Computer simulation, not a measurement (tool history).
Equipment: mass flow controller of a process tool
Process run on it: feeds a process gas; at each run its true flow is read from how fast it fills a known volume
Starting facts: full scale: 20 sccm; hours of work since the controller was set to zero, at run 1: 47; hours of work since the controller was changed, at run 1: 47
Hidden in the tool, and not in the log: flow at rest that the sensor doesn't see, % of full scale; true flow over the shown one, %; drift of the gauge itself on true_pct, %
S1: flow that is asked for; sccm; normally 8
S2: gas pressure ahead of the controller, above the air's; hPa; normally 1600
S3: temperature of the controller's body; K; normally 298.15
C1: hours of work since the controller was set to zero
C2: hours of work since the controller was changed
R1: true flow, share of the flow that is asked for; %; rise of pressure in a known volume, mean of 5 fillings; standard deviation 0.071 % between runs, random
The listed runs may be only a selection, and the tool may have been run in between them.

| run | day | S1 | S2 | S3 | C1 | C2 | R1 |
|---|---|---|---|---|---|---|---|
| 1 | 0 | 8 | 1600 | 298.15 | 47 | 47 | 99.89 |
| 2 | 1.938 | 8 | 1600 | 298.15 | 79 | 79 | 99.91 |
| 3 | 4.317 | 4 | 1600 | 298.15 | 118 | 118 | 99.56 |
| 4 | 7.788 | 4 | 1600 | 298.15 | 176 | 176 | 99.46 |
| 5 | 9.688 | 4 | 1600 | 298.15 | 207 | 207 | 99.49 |
| 6 | 11.3 | 4 | 1600 | 298.15 | 233 | 233 | 99.44 |
| 7 | 14.483 | 4 | 1600 | 298.15 | 286 | 286 | 99.47 |
| 8 | 16.879 | 2 | 1600 | 298.15 | 325 | 325 | 99.22 |
| 9 | 20.004 | 8 | 1600 | 302.15 | 377 | 377 | 99.36 |
| 10 | 22.017 | 8 | 1600 | 298.15 | 410 | 410 | 99.38 |
| 11 | 25.208 | 3 | 1600 | 298.15 | 463 | 463 | 99.24 |
| 12 | 28.896 | 8 | 1600 | 298.15 | 524 | 524 | 99.12 |
| 13 | 32 | 8 | 1600 | 298.15 | 575 | 575 | 99.17 |
| 14 | 34.642 | 8 | 1600 | 298.15 | 618 | 618 | 99.19 |
| 15 | 37.558 | 8 | 1600 | 298.15 | 666 | 666 | 99.13 |
| 16 | 40.712 | 8 | 1600 | 298.15 | 719 | 719 | 98.93 |
| 17 | 44.112 | 8 | 2430 | 298.15 | 775 | 775 | 98.27 |
| 18 | 47.233 | 8 | 2430 | 298.15 | 826 | 826 | 98.24 |
| 19 | 49.217 | 8 | 2430 | 298.15 | 859 | 859 | 98.34 |
| 20 | 52.25 | 8 | 2430 | 298.15 | 909 | 909 | 98.21 |
| 21 | 55.583 | 8 | 2430 | 298.15 | 964 | 964 | 98.25 |
| 22 | 57.788 | 8 | 2430 | 298.15 | 1000 | 1000 | 98.33 |
| 23 | 59.542 | 8 | 1690 | 309.15 | 1029 | 1029 | 98.31 |
| 24 | 62.15 | 8 | 1600 | 310.15 | 1072 | 1072 | 98.26 |
| 25 | 64.562 | 4 | 1600 | 294.15 | 1112 | 1112 | 98.66 |
| 26 | 67.942 | 8 | 2350 | 298.15 | 1168 | 1168 | 98.05 |
| 27 | 70.733 | 12 | 2700 | 298.15 | 1214 | 1214 | 97.91 |
| 28 | 73.3 | 12 | 2700 | 298.15 | 1256 | 1256 | 97.82 |
| 29 | 75.55 | 2 | 1930 | 305.15 | 1293 | 1293 | 97.66 |
| 30 | 78.746 | 2 | 1930 | 305.15 | 1346 | 1346 | 97.67 |
| 31 | 82.304 | 2 | 2390 | 298.15 | 1404 | 1404 | 97.48 |
| 32 | 85.183 | 8 | 1900 | 297.15 | 1452 | 1452 | 98.09 |
|  | 86.717 | gauge calibrated |
| 33 | 87.1 | 7 | 1600 | 296.15 | 1484 | 1484 | 99.89 |
| 34 | 90.554 | 7 | 1600 | 296.15 | 1541 | 1541 | 99.66 |
| 35 | 92.829 | 8 | 1580 | 307.15 | 1578 | 1578 | 99.5 |
| 36 | 95.079 | 2 | 1580 | 301.15 | 1615 | 1615 | 99.33 |
| 37 | 98.596 | 2 | 1580 | 301.15 | 1673 | 1673 | 99.27 |
| 38 | 100.404 | 8 | 1880 | 296.15 | 1703 | 1703 | 99.52 |
| 39 | 102.712 | 15 | 1790 | 298.15 | 1741 | 1741 | 99.73 |
| 40 | 105.1 | 8 | 2590 | 298.15 | 1780 | 1780 | 98.66 |
| 41 | 108.571 | 2 | 2460 | 298.15 | 1838 | 1838 | 98.45 |
| 42 | 111.038 | 8 | 1880 | 298.15 | 1878 | 1878 | 99.24 |
| 43 | 113.279 | 8 | 1510 | 296.15 | 1915 | 1915 | 99.55 |

Consider 5 possible next runs. They are alternatives, not a sequence: every one starts from the tool as it was left by run 43. What does each give?
| A | 116.883 | 3 | 1670 | 296.15 | 1975 | 1975 | ? |
| B | 116.883 | 3 | 1510 | 296.15 | 1975 | 1975 | ? |
| C | 116.883 | 4 | 2490 | 295.15 | 1975 | 1975 | ? |
| D | 116.883 | 5 | 1600 | 298.15 | 1975 | 1975 | ? |
| E | 116.883 | 8 | 1970 | 299.15 | 1975 | 1975 | ? |

| run | R1 |
|---|---|
| A | 99.15 |
| B | 99.36 |
| C | 98.43 |
| D | 99.17 |
| E | 98.95 |
With no hidden state in the tool, these same runs would have given:
| run | R1 |
|---|---|
| A | 99.7 |
| B | 99.92 |
| C | 98.98 |
| D | 99.73 |
| E | 99.51 |
